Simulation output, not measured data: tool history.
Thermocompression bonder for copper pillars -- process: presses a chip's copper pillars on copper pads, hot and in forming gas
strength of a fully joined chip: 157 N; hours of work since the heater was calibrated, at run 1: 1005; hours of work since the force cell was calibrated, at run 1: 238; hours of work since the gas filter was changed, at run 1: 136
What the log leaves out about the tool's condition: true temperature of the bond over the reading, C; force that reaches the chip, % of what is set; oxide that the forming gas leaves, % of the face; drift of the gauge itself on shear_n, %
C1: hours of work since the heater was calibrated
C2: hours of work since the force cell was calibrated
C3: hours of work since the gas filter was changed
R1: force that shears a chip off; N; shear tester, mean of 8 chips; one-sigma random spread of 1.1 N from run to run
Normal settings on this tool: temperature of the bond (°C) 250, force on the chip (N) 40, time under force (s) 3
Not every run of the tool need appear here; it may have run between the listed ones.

Run 1, day 0: usual settings; C1 1005; C2 238; C3 136. Result: R1 106.1 N.
Run 2, day 1.446: usual settings; C1 1027; C2 259; C3 157. Result: R1 104.5 N.
Run 3, day 3.075: usual settings; C1 1051; C2 284; C3 182. Result: R1 102.8 N.
Run 4, day 4.017: usual settings but time under force (s) 2; C1 1065; C2 298; C3 196. Result: R1 93.2 N.
Run 5, day 5.504: usual settings but time under force (s) 2; C1 1088; C2 320; C3 218. Result: R1 91.3 N.
Run 6, day 6.342: usual settings but time under force (s) 2; C1 1100; C2 333; C3 231. Result: R1 93.1 N.
Run 7, day 7.729: usual settings but temperature of the bond (°C) 237; C1 1121; C2 354; C3 252. Result: R1 89 N.
Run 8, day 9.271: usual settings but force on the chip (N) 32; C1 1144; C2 377; C3 275. Result: R1 86 N.
At day 9.971: forming gas filter changed.
Run 9, day 11.129: usual settings but temperature of the bond (°C) 242; C1 1172; C2 404; C3 17. Result: R1 102.1 N.
Run 10, day 12.233: usual settings but temperature of the bond (°C) 242; C1 1188; C2 421; C3 34. Result: R1 101.6 N.
Run 11, day 13.912: usual settings but temperature of the bond (°C) 264; C1 1213; C2 446; C3 59. Result: R1 122 N.
At day 15.638: heater calibrated with a thermocouple chip.
Run 12, day 15.638: usual settings but temperature of the bond (°C) 264; C1 0; C2 471; C3 84. Result: R1 109.3 N.
Run 13, day 16.617: usual settings but temperature of the bond (°C) 264; C1 15; C2 486; C3 99. Result: R1 108.2 N.
Run 14, day 18.3: usual settings; C1 40; C2 511; C3 124. Result: R1 94.7 N.
Run 15, day 19.825: usual settings but temperature of the bond (°C) 247; C1 63; C2 534; C3 147. Result: R1 91.2 N.
Run 16, day 21.692: usual settings but temperature of the bond (°C) 247; C1 91; C2 562; C3 175. Result: R1 90.9 N.
Run 17, day 22.938: usual settings but temperature of the bond (°C) 247; C1 110; C2 580; C3 193. Result: R1 90.7 N.
Run 18, day 24.846: usual settings but time under force (s) 6; C1 138; C2 609; C3 222. Result: R1 112 N.
Run 19, day 26.612: usual settings but time under force (s) 6; C1 165; C2 636; C3 249. Result: R1 112.8 N.
Run 20, day 28.467: usual settings but time under force (s) 6; C1 193; C2 663; C3 276. Result: R1 109.5 N.
At day 29.079: forming gas filter changed.
Run 21, day 29.567: usual settings but time under force (s) 6; C1 209; C2 680; C3 7. Result: R1 117.9 N.
Run 22, day 30.621: usual settings but temperature of the bond (°C) 249, force on the chip (N) 31, time under force (s) 2; C1 225; C2 695; C3 23. Result: R1 68 N.
Run 23, day 32.05: usual settings but temperature of the bond (°C) 256, force on the chip (N) 44, time under force (s) 2; C1 246; C2 717; C3 45. Result: R1 99.8 N.
Run 24, day 33.075: usual settings but temperature of the bond (°C) 240, force on the chip (N) 44, time under force (s) 4; C1 261; C2 732; C3 60. Result: R1 103.4 N.
Run 25, day 34.796: usual settings but temperature of the bond (°C) 269; C1 287; C2 758; C3 86. Result: R1 116.9 N.
Run 26, day 36.567: usual settings but temperature of the bond (°C) 272, time under force (s) 2; C1 314; C2 785; C3 112. Result: R1 108 N.
Run 27, day 37.671: usual settings but temperature of the bond (°C) 272; C1 330; C2 801; C3 129. Result: R1 117.4 N.
Run 28, day 38.792: usual settings but force on the chip (N) 38, time under force (s) 9; C1 347; C2 818; C3 146. Result: R1 122.4 N.
Run 29, day 40.258: usual settings but temperature of the bond (°C) 231; C1 369; C2 840; C3 168. Result: R1 76.7 N.
Run 30, day 41.688: usual settings but temperature of the bond (°C) 249, force on the chip (N) 43; C1 391; C2 862; C3 189. Result: R1 101.7 N.
Run 31, day 43.325: usual settings but temperature of the bond (°C) 249, force on the chip (N) 43; C1 415; C2 886; C3 214. Result: R1 100 N.
Run 32, day 44.267: usual settings but temperature of the bond (°C) 259, time under force (s) 4; C1 429; C2 900; C3 228. Result: R1 113.3 N.
Run 33, day 45.567: usual settings but temperature of the bond (°C) 259, time under force (s) 4; C1 449; C2 920; C3 248. Result: R1 110 N.
Run 34, day 47.442: usual settings; C1 477; C2 948; C3 276. Result: R1 95.4 N.
At day 48.029: forming gas filter changed.
Run 35, day 48.867: usual settings but time under force (s) 2; C1 498; C2 969; C3 13. Result: R1 88.6 N.
Run 36, day 50.125: usual settings but force on the chip (N) 27, time under force (s) 2; C1 517; C2 988; C3 31. Result: R1 61.5 N.
Run 37, day 51.725: usual settings but force on the chip (N) 55, time under force (s) 6; C1 541; C2 1012; C3 55. Result: R1 140.1 N.
Run 38, day 53.642: usual settings but force on the chip (N) 30, time under force (s) 8; C1 570; C2 1041; C3 84. Result: R1 106.8 N.
Run 39, day 55.188: usual settings but temperature of the bond (°C) 233, force on the chip (N) 53, time under force (s) 4; C1 593; C2 1064; C3 107. Result: R1 109.9 N.
Run 40, day 56.204: usual settings but temperature of the bond (°C) 246, force on the chip (N) 47; C1 608; C2 1079; C3 123. Result: R1 107.3 N.

The logged runs with the hidden state left out (each run's random variation unchanged):
run     R1
  1   98.8
  2   97.7
  3   96.5
  4   86.6
  5   85.1
  6     87
  7   82.4
  8   80.4
  9   89.9
 10   89.6
 11  112.9
 12  112.5
 13  111.6
 14   98.1
 15   94.8
 16     95
 17     95
 18    118
 19  119.4
 20  116.6
 21  117.5
 22   67.5
 23   99.9
 24  103.5
 25  118.4
 26  109.8
 27    120
 28  125.2
 29   77.4
 30  104.2
 31  102.9
 32  117.5
 33  114.6
 34   99.1
 35   85.6
 36   59.1
 37  139.7
 38  105.2
 39  108.2
 40  106.2
